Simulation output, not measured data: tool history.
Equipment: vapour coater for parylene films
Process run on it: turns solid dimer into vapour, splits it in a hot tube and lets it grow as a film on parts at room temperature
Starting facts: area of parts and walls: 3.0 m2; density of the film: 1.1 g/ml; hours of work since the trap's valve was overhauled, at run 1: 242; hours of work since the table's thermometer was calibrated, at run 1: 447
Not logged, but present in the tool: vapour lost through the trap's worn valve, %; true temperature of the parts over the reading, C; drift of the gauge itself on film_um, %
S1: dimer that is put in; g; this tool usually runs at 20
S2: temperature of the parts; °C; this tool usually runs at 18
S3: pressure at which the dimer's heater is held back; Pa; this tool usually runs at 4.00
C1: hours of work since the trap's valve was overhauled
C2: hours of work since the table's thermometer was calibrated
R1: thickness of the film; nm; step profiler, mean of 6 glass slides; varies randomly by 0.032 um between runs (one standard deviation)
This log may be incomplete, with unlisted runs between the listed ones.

| run | hour | S1 | S2 | S3 | C1 | C2 | R1 |
|---|---|---|---|---|---|---|---|
| 1 | 0.0 | 20 | 18 | 4.00 | 242 | 447 | 3100 |
| 2 | 57.3 | 20 | 18 | 4.00 | 287 | 491 | 3150 |
| 3 | 109.3 | 20 | 24 | 4.00 | 327 | 532 | 2530 |
| 4 | 138.8 | 20 | 24 | 4.00 | 350 | 554 | 2540 |
| 5 | 182.2 | 20 | 24 | 4.00 | 384 | 588 | 2510 |
| 6 | 226.4 | 20 | 27 | 4.00 | 418 | 622 | 2300 |
| 7 | 256.2 | 20 | 18 | 4.00 | 441 | 645 | 3140 |
| 8 | 298.5 | 20 | 18 | 4.00 | 474 | 678 | 3100 |
| 9 | 352.5 | 20 | 16 | 4.00 | 515 | 720 | 3270 |
| 10 | 408.9 | 10 | 18 | 4.00 | 559 | 763 | 1550 |
|  | 444.3 | trap's valve overhauled |
| 11 | 448.1 | 20 | 18 | 4.00 | 3 | 791 | 3100 |
| 12 | 492.1 | 20 | 18 | 4.00 | 37 | 825 | 3120 |
| 13 | 519.3 | 15 | 18 | 4.00 | 58 | 846 | 2310 |
| 14 | 544.9 | 15 | 18 | 4.00 | 78 | 866 | 2270 |
| 15 | 605.3 | 20 | 11 | 5.89 | 125 | 912 | 3570 |
| 16 | 647.9 | 26 | 18 | 5.89 | 158 | 945 | 3720 |
| 17 | 683.3 | 23 | 28 | 4.00 | 185 | 973 | 2520 |
| 18 | 715.7 | 15 | 10 | 7.76 | 210 | 998 | 2680 |
| 19 | 745.1 | 19 | 25 | 8.79 | 233 | 1021 | 1930 |
| 20 | 784.4 | 19 | 25 | 8.79 | 263 | 1051 | 1910 |
| 21 | 842.1 | 20 | 18 | 4.00 | 308 | 1096 | 3140 |
| 22 | 873.2 | 23 | 10 | 4.31 | 332 | 1120 | 4570 |
| 23 | 926.0 | 28 | 13 | 4.00 | 373 | 1161 | 5110 |
| 24 | 972.8 | 28 | 17 | 2.23 | 409 | 1197 | 5090 |

Describe how what the log doesn't record of the tool's condition differs between the last listed run preceding each entry between runs and the first listed run following it.
In the gap between runs 10 and 11: trap's valve overhauled (hour 444.3)
  vapour lost through the trap's worn valve, %: 0.6 -> 0.1
  measured minus no-state result, R1: -10 -> +0 nm
